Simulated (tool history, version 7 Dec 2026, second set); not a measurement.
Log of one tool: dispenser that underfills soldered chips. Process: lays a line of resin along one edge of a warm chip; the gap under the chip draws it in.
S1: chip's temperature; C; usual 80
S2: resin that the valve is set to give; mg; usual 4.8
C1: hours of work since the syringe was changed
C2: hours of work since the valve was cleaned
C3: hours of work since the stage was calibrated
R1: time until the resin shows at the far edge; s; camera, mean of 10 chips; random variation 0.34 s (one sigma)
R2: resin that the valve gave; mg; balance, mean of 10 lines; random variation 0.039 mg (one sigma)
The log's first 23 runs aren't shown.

run	day	S1	S2	C1	C2	C3	R1	R2
# day 3.138: new syringe of resin
24	3.271	72	5.45	2	83	175	22.7	5.03
25	3.458	65	5.45	5	86	178	35.3	5.06
26	3.558	65	5.45	7	88	180	38.4	5.02
27	3.704	78	5.45	9	90	182	27.2	5
# day 3.879: new syringe of resin
28	3.9	78	5.45	0	93	185	16.3	5
29	4.075	75	5.45	3	96	188	21.6	4.99
30	4.196	94	6.07	5	98	190	12.2	5.6
31	4.325	76	5.52	7	100	192	26.6	5.05
32	4.504	94	4.78	10	103	195	17.4	4.34

Forecast each of these 3 alternatives for the next run:
# day 4.629: new syringe of resin
A	4.675	80	4.8	1	105	197	?	?
# day 4.629: new syringe of resin
B	4.675	87	5.07	1	105	197	?	?
# day 4.629: new syringe of resin
C	4.675	71	4.52	1	105	197	?	?

run	R1	R2
A	16.1	4.43
B	12.9	4.68
C	23	4
Without the tool's hidden state the same runs would have given:
run	R1	R2
A	15.3	4.87
B	12.3	5.14
C	21.8	4.4

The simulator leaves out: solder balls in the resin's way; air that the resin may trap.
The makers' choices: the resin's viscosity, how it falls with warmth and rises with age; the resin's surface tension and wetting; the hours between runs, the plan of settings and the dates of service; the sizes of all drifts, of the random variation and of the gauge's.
